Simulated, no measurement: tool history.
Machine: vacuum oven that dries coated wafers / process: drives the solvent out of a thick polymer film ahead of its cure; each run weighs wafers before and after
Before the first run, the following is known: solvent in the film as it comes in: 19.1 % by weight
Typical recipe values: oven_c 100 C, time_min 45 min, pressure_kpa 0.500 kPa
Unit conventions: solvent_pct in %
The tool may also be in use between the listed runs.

run     day  oven_c  time_min  pressure_kpa  solvent_pct
  1   0.000     100        45         0.500         1.80
  2   0.483     100        45         0.500         1.78
  3   0.933     100        58         0.500         0.98
  4   1.346     100        58         0.500         0.99
  5   1.796     100        58         0.500         0.98
  6   2.154     100        58         0.500         1.00
  7   2.717     100        58         0.500         1.05
  8   3.329     100        58         0.500         1.02
  9   3.692     100        45         0.500         1.80
 10   4.025     100        45         0.500         1.75
 11   4.625     100        45         1.276         2.02
 12   4.950     100        45         1.276         2.02
 13   5.408     100        45         1.276         1.98
 14   5.812     100        45         1.276         1.96
 15   6.421     100        45         0.500         1.77
 16   6.850     100        45         0.500         1.79
 17   7.438     100        45         0.500         1.76
 18   8.138     100        40         1.385         2.46
 19   8.512     100        75         0.373         0.48
 20   8.942     100        75         0.373         0.54
 21   9.312     100        75         0.373         0.47
 22   9.758     100        45         1.144         1.93
 23  10.117     112        45         0.490         0.23
 24  10.783     100        45         0.423         1.72
 25  11.117     100        37         0.289         2.41
 26  11.750      99        63         0.392         0.93
 27  12.067      99        63         0.392         0.94
 28  12.358     113        66         0.808         0.19
 29  12.654     113        60         1.125         0.27
 30  13.192     108        35         0.375         0.90
 31  13.833     108        35         0.375         0.91
 32  14.525      92        29         0.405         6.71

Predict each of these 5 candidate next runs independently; none follows another, all start after run 32:
  A  15.133      98        25         1.200            ?
  B  15.133     111        66         0.500            ?
  C  15.133      92        31         0.887            ?
  D  15.133     104        46         0.288            ?
  E  15.133      92        22         0.957            ?

run  solvent_pct
  A         5.38
  B         0.17
  C         6.46
  D         0.83
  E         8.36
The same runs, with their run-to-run variation unchanged, on a tool lacking any hidden condition would have given:
run  solvent_pct
  A         5.99
  B         0.15
  C         7.08
  D         1.06
  E         8.93

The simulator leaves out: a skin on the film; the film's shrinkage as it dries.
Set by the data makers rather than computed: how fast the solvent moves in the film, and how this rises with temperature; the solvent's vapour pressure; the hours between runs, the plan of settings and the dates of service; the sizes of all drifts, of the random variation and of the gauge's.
